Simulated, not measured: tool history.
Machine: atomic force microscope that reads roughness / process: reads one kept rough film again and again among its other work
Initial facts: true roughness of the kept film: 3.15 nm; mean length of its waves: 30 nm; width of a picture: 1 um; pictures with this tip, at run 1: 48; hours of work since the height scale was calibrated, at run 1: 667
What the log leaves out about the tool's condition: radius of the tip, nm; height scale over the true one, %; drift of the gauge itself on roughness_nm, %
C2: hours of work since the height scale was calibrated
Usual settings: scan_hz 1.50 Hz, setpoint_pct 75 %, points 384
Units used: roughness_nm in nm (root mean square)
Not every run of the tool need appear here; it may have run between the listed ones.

{"run": 1, "hour": 0.0, "scan_hz": 1.5, "setpoint_pct": 75, "points": 384, "pictures with this tip": 48, "C2": 667, "roughness_nm": 2.556}
{"run": 2, "hour": 54.0, "scan_hz": 1.5, "setpoint_pct": 75, "points": 384, "pictures with this tip": 88, "C2": 689, "roughness_nm": 2.375}
{"hour": 99.3, "done": "new tip fitted"}
{"run": 3, "hour": 112.2, "scan_hz": 1.5, "setpoint_pct": 75, "points": 384, "pictures with this tip": 10, "C2": 713, "roughness_nm": 2.693}
{"run": 4, "hour": 157.7, "scan_hz": 1.5, "setpoint_pct": 75, "points": 384, "pictures with this tip": 43, "C2": 732, "roughness_nm": 2.553}
{"run": 5, "hour": 200.2, "scan_hz": 1.5, "setpoint_pct": 90, "points": 384, "pictures with this tip": 75, "C2": 750, "roughness_nm": 2.308}
{"run": 6, "hour": 250.1, "scan_hz": 1.5, "setpoint_pct": 90, "points": 384, "pictures with this tip": 112, "C2": 771, "roughness_nm": 2.168}
{"hour": 261.5, "done": "new tip fitted"}
{"run": 7, "hour": 308.3, "scan_hz": 1.5, "setpoint_pct": 90, "points": 384, "pictures with this tip": 35, "C2": 795, "roughness_nm": 2.455}
{"run": 8, "hour": 368.2, "scan_hz": 1.5, "setpoint_pct": 90, "points": 384, "pictures with this tip": 80, "C2": 820, "roughness_nm": 2.261}
{"hour": 423.6, "done": "new tip fitted"}
{"run": 9, "hour": 424.7, "scan_hz": 1.44, "setpoint_pct": 75, "points": 384, "pictures with this tip": 1, "C2": 844, "roughness_nm": 2.77}
{"run": 10, "hour": 487.0, "scan_hz": 1.44, "setpoint_pct": 75, "points": 701, "pictures with this tip": 48, "C2": 870, "roughness_nm": 2.584}
{"run": 11, "hour": 538.2, "scan_hz": 1.44, "setpoint_pct": 75, "points": 701, "pictures with this tip": 86, "C2": 891, "roughness_nm": 2.425}
{"hour": 584.6, "done": "new tip fitted"}
{"run": 12, "hour": 584.6, "scan_hz": 1.44, "setpoint_pct": 75, "points": 701, "pictures with this tip": 0, "C2": 910, "roughness_nm": 2.782}
{"run": 13, "hour": 639.6, "scan_hz": 1.44, "setpoint_pct": 75, "points": 701, "pictures with this tip": 41, "C2": 933, "roughness_nm": 2.572}
{"run": 14, "hour": 695.6, "scan_hz": 1.44, "setpoint_pct": 75, "points": 701, "pictures with this tip": 82, "C2": 956, "roughness_nm": 2.408}
{"hour": 747.5, "done": "new tip fitted"}
{"run": 15, "hour": 753.9, "scan_hz": 1.5, "setpoint_pct": 75, "points": 384, "pictures with this tip": 5, "C2": 981, "roughness_nm": 2.73}
{"run": 16, "hour": 801.7, "scan_hz": 1.5, "setpoint_pct": 75, "points": 384, "pictures with this tip": 41, "C2": 1001, "roughness_nm": 2.569}
{"run": 17, "hour": 829.7, "scan_hz": 1.5, "setpoint_pct": 75, "points": 384, "pictures with this tip": 62, "C2": 1012, "roughness_nm": 2.483}
{"run": 18, "hour": 882.7, "scan_hz": 0.69, "setpoint_pct": 75, "points": 384, "pictures with this tip": 101, "C2": 1034, "roughness_nm": 2.386}
{"hour": 909.2, "done": "new tip fitted"}
{"run": 19, "hour": 939.5, "scan_hz": 0.69, "setpoint_pct": 75, "points": 384, "pictures with this tip": 23, "C2": 1058, "roughness_nm": 2.715}
{"run": 20, "hour": 982.4, "scan_hz": 0.69, "setpoint_pct": 75, "points": 384, "pictures with this tip": 55, "C2": 1076, "roughness_nm": 2.587}
{"run": 21, "hour": 1014.8, "scan_hz": 1.44, "setpoint_pct": 75, "points": 422, "pictures with this tip": 79, "C2": 1089, "roughness_nm": 2.432}
{"run": 22, "hour": 1048.1, "scan_hz": 2.84, "setpoint_pct": 75, "points": 329, "pictures with this tip": 103, "C2": 1103, "roughness_nm": 2.232}
{"hour": 1073.1, "done": "new tip fitted"}
{"run": 23, "hour": 1094.9, "scan_hz": 2.79, "setpoint_pct": 83, "points": 550, "pictures with this tip": 16, "C2": 1123, "roughness_nm": 2.508}
{"run": 24, "hour": 1127.4, "scan_hz": 2.79, "setpoint_pct": 83, "points": 550, "pictures with this tip": 40, "C2": 1136, "roughness_nm": 2.367}
{"run": 25, "hour": 1165.2, "scan_hz": 1.28, "setpoint_pct": 79, "points": 498, "pictures with this tip": 68, "C2": 1152, "roughness_nm": 2.45}
{"run": 26, "hour": 1217.2, "scan_hz": 1.28, "setpoint_pct": 79, "points": 498, "pictures with this tip": 107, "C2": 1174, "roughness_nm": 2.303}
{"hour": 1235.2, "done": "new tip fitted"}
{"run": 27, "hour": 1258.4, "scan_hz": 1.28, "setpoint_pct": 79, "points": 498, "pictures with this tip": 17, "C2": 1191, "roughness_nm": 2.713}
{"run": 28, "hour": 1301.3, "scan_hz": 2.75, "setpoint_pct": 85, "points": 950, "pictures with this tip": 49, "C2": 1209, "roughness_nm": 2.374}
{"run": 29, "hour": 1354.5, "scan_hz": 3.72, "setpoint_pct": 58, "points": 384, "pictures with this tip": 88, "C2": 1231, "roughness_nm": 2.419}
{"run": 30, "hour": 1393.9, "scan_hz": 3.72, "setpoint_pct": 58, "points": 384, "pictures with this tip": 118, "C2": 1247, "roughness_nm": 2.31}
{"hour": 1397.5, "done": "new tip fitted"}
{"run": 31, "hour": 1440.7, "scan_hz": 2.26, "setpoint_pct": 58, "points": 311, "pictures with this tip": 32, "C2": 1267, "roughness_nm": 2.684}

4 ways to go on from here, each from the tool as it stands after run 31. What would each give?
{"run": "A", "hour": 1503.1, "scan_hz": 1.5, "setpoint_pct": 75, "points": 617, "pictures with this tip": 79, "C2": 1293, "roughness_nm": "?"}
{"run": "B", "hour": 1503.1, "scan_hz": 1.5, "setpoint_pct": 59, "points": 384, "pictures with this tip": 79, "C2": 1293, "roughness_nm": "?"}
{"run": "C", "hour": 1503.1, "scan_hz": 0.52, "setpoint_pct": 59, "points": 296, "pictures with this tip": 79, "C2": 1293, "roughness_nm": "?"}
{"run": "D", "hour": 1503.1, "scan_hz": 1.65, "setpoint_pct": 75, "points": 384, "pictures with this tip": 79, "C2": 1293, "roughness_nm": "?"}

run=A roughness_nm=2.457
run=B roughness_nm=2.493
run=C roughness_nm=2.525
run=D roughness_nm=2.426
What these runs would have given with no unlogged condition in the tool:
run=A roughness_nm=2.743
run=B roughness_nm=2.784
run=C roughness_nm=2.819
run=D roughness_nm=2.710
